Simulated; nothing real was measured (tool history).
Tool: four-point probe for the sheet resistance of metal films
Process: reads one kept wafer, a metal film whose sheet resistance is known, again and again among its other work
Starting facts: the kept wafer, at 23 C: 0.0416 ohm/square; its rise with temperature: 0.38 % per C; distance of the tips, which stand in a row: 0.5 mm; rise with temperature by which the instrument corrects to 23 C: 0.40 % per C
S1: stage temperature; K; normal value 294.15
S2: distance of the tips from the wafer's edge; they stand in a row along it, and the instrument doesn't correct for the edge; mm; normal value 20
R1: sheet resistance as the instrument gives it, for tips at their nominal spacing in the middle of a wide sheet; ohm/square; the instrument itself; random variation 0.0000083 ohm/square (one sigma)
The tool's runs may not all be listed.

| run | hour | S1 | S2 | R1 |
|---|---|---|---|---|
| 1 | 0 | 294.15 | 20 | 0.041623 |
| 2 | 61.5 | 294.15 | 20 | 0.041623 |
| 3 | 100.6 | 294.15 | 20 | 0.041629 |
| 4 | 177.6 | 294.15 | 20 | 0.041632 |
| 5 | 244.2 | 294.15 | 71 | 0.041624 |
| 6 | 280 | 292.15 | 20 | 0.041648 |
| 7 | 359.7 | 294.15 | 20 | 0.041629 |
| 8 | 392.6 | 294.15 | 20 | 0.041636 |
| 9 | 454 | 294.15 | 20 | 0.041611 |
| 10 | 497 | 294.15 | 20 | 0.041625 |
| 11 | 543.2 | 292.15 | 20 | 0.041641 |
| 12 | 579.2 | 292.15 | 66 | 0.041619 |
| 13 | 615.6 | 292.15 | 66 | 0.041631 |
| 14 | 664.8 | 292.15 | 66 | 0.041628 |
| 15 | 714.2 | 292.15 | 66 | 0.041647 |
| 16 | 778.4 | 292.15 | 66 | 0.041624 |
| 17 | 852.6 | 307.15 | 5 | 0.041745 |
| 18 | 909.5 | 307.15 | 5 | 0.041743 |
| 19 | 959.2 | 292.15 | 58 | 0.041626 |
| 20 | 1006.2 | 292.15 | 58 | 0.04162 |
| 21 | 1069.5 | 292.15 | 58 | 0.041627 |
| 22 | 1138.4 | 292.15 | 58 | 0.041615 |
| 23 | 1208.8 | 295.15 | 11 | 0.041655 |
| 24 | 1253.1 | 291.15 | 47 | 0.041622 |

Forecast run 25:
| 25 | 1319.7 | 293.15 | 3 | ? |

R1: 0.042234 ohm/square
With the hidden condition absent and the run-to-run variation left alone, this run would have shown R1 0.042235 ohm/square.
